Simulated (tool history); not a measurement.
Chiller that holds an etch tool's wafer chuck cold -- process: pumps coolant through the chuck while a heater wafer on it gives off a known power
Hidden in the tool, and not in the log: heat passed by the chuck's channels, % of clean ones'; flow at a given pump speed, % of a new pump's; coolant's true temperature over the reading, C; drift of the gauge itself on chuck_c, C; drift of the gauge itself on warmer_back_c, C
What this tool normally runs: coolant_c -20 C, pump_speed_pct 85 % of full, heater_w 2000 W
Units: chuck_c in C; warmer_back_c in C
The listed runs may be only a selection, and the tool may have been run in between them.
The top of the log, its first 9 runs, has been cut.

run	day	coolant_c	pump_speed_pct	heater_w	hours since the coolant was changed and the channels were flushed	hours since the pump was overhauled	hours since the chiller's thermometer was calibrated	chuck_c	warmer_back_c
10	29.596	-20	85	2000	2518	1620	4015	2.2	6.16
11	31.888	-20	85	2000	2573	1675	4070	2.3	6.18
12	33.862	-20	85	2000	2620	1722	4117	2.3	6.19
13	38.421	-20	85	2000	2730	1832	4227	2.3	6.16
14	41.512	-20	85	2000	2804	1906	4301	2.3	6.17
15	45.779	-20	85	2000	2906	2008	4403	2.3	6.17
16	48	-10	85	2000	2960	2061	4457	12.3	6.23
17	50.967	-10	85	2000	3031	2133	4528	12.3	6.2
18	53.404	-10	70	2000	3089	2191	4586	15.6	7.49
19	55.712	-10	70	2000	3145	2247	4642	15.6	7.49
20	58.538	-17	99	2000	3213	2314	4709	3.1	5.46
21	60.6	-29	84	2000	3262	2364	4759	-6.4	6.28
22	63.083	-20	73	2749	3322	2424	4819	14.3	9.84
23	65.792	-20	73	2749	3387	2488	4883	14	9.83
24	68.554	-20	73	2749	3453	2555	4950	14.3	9.83
25	71.854	-24	94	2003	3532	2634	5029	-3.4	5.71
26	74.296	-12	63	2000	3591	2693	5088	15.6	8.28
27	78.375	-29	70	1754	3689	2791	5186	-6.7	6.61
28	81.138	-16	70	2331	3755	2857	5252	13.8	8.72
29	85.358	-16	70	2331	3856	2958	5353	13.9	8.72
30	89.95	-16	70	2331	3966	3068	5463	13.8	8.8
# day 91.204: gauge calibrated
31	93.308	-16	70	2331	4047	3149	5544	13.7	8.59

Alternative continuations, all from the tool just after run 31; predict every row:
A	96.4	-20	70	1819	4121	3223	5618	?	?
B	96.4	-12	70	2331	4121	3223	5618	?	?
C	96.4	-17	64	2331	4121	3223	5618	?	?

run	chuck_c	warmer_back_c
A	3.4	6.71
B	17.7	8.58
C	14.8	9.43
Had the tool no hidden state, the same runs would have come out as:
run	chuck_c	warmer_back_c
A	3.4	6.7
B	17.7	8.57
C	14.8	9.42

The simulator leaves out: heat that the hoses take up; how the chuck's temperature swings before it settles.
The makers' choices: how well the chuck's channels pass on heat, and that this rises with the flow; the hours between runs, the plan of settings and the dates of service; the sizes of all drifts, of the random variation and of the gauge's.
